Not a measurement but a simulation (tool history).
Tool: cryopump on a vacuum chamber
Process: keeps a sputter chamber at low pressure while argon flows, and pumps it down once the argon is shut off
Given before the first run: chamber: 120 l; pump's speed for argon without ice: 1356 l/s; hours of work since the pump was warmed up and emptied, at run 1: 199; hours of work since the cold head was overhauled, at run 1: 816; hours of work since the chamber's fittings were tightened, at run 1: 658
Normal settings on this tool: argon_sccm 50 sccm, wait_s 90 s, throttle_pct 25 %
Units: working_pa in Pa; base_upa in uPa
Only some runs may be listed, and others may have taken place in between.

run    hour  argon_sccm  wait_s  throttle_pct  hours of work since the pump was warmed up and emptied  hours of work since the cold head was overhauled  hours of work since the chamber's fittings were tightened  working_pa  base_upa
  1     0.0          50      90            25                                                     199                                               816                                                        658      0.2542      1.50
  2    43.1          50      90            25                                                     222                                               840                                                        681      0.2519      1.58
  3   120.2          33      90            25                                                     264                                               882                                                        723      0.1655      1.59
  4   181.8          50      21            25                                                     298                                               916                                                        757      0.2561      4.96
  5   220.7          30      90            25                                                     319                                               937                                                        778      0.1523      1.56
  6   276.1          30      90            25                                                     350                                               967                                                        808      0.1536      1.54
  7   322.8          30      90            48                                                     375                                               993                                                        834      0.0819      1.54
  8   369.3          30      90            48                                                     400                                              1018                                                        859      0.0825      1.59
  9   402.9          50      90            25                                                     419                                              1036                                                        878      0.2568      1.55
 10   473.3          50      90            25                                                     457                                              1075                                                        916      0.2560      1.68
 11   512.2          50      90            25                                                     478                                              1096                                                        937      0.2577      1.63
 12   546.7          50      90            25                                                     497                                              1115                                                        956      0.2574      1.71
 13   585.9          50      90            25                                                     519                                              1136                                                        978      0.2586      1.61
 14   663.9          50      90            25                                                     561                                              1179                                                       1020      0.2581      1.65
      712.8  -- pump warmed up, emptied and cooled again
 15   738.9          50      90            25                                                      14                                              1217                                                       1058      0.2487      1.61
 16   772.1          50     109            25                                                      32                                              1235                                                       1076      0.2503      1.43
 17   848.7          50     109            25                                                      74                                              1277                                                       1118      0.2517      1.46
 18   926.8          50     109            21                                                     117                                              1319                                                       1161      0.2988      1.52
 19   960.7          26      90            18                                                     135                                              1338                                                       1179      0.1811      1.68
 20  1026.2          26      90            18                                                     171                                              1374                                                       1215      0.1839      1.65
 21  1063.9          50      41            25                                                     192                                              1394                                                       1236      0.2536      3.02
 22  1121.5          50      41            25                                                     223                                              1426                                                       1267      0.2551      3.06
 23  1198.1          50      41            25                                                     265                                              1467                                                       1309      0.2550      3.02
 24  1256.6          50     148            25                                                     297                                              1499                                                       1341      0.2536      1.30
 25  1303.7          50     175            25                                                     322                                              1525                                                       1366      0.2565      1.20
 26  1354.9          50     175            25                                                     350                                              1553                                                       1394      0.2553      1.18
 27  1405.8          50      42            21                                                     378                                              1581                                                       1422      0.3042      2.91
 28  1463.7          50      43            28                                                     410                                              1612                                                       1454      0.2301      2.97
 29  1529.2          50     272            25                                                     446                                              1648                                                       1490      0.2587      1.04
 30  1586.4          50      90            28                                                     477                                              1679                                                       1521      0.2316      1.81
 31  1645.3          79     186            21                                                     509                                              1712                                                       1553      0.4819      1.26
 32  1681.2          50      29            20                                                     528                                              1731                                                       1573      0.3204      4.00
 33  1739.7          86      96            27                                                     560                                              1763                                                       1604      0.4156      1.75

Below are 5 alternative next runs, each starting from the tool's condition after run 33. Predict each:
  A  1782.5          50      90            57                                                     584                                              1786                                                       1628           ?         ?
  B  1782.5          58      96            27                                                     584                                              1786                                                       1628           ?         ?
  C  1782.5          49      90            25                                                     584                                              1786                                                       1628           ?         ?
  D  1782.5          50      90            38                                                     584                                              1786                                                       1628           ?         ?
  E  1782.5          44     232            27                                                     584                                              1786                                                       1628           ?         ?

run  working_pa  base_upa
  A      0.1197      1.91
  B      0.2825      1.81
  C      0.2550      1.87
  D      0.1756      1.82
  E      0.2128      1.16
The same runs, with their run-to-run variation unchanged, on a tool lacking any hidden condition would have given:
run  working_pa  base_upa
  A      0.1091      1.38
  B      0.2701      1.28
  C      0.2446      1.34
  D      0.1650      1.29
  E      0.2035      0.64
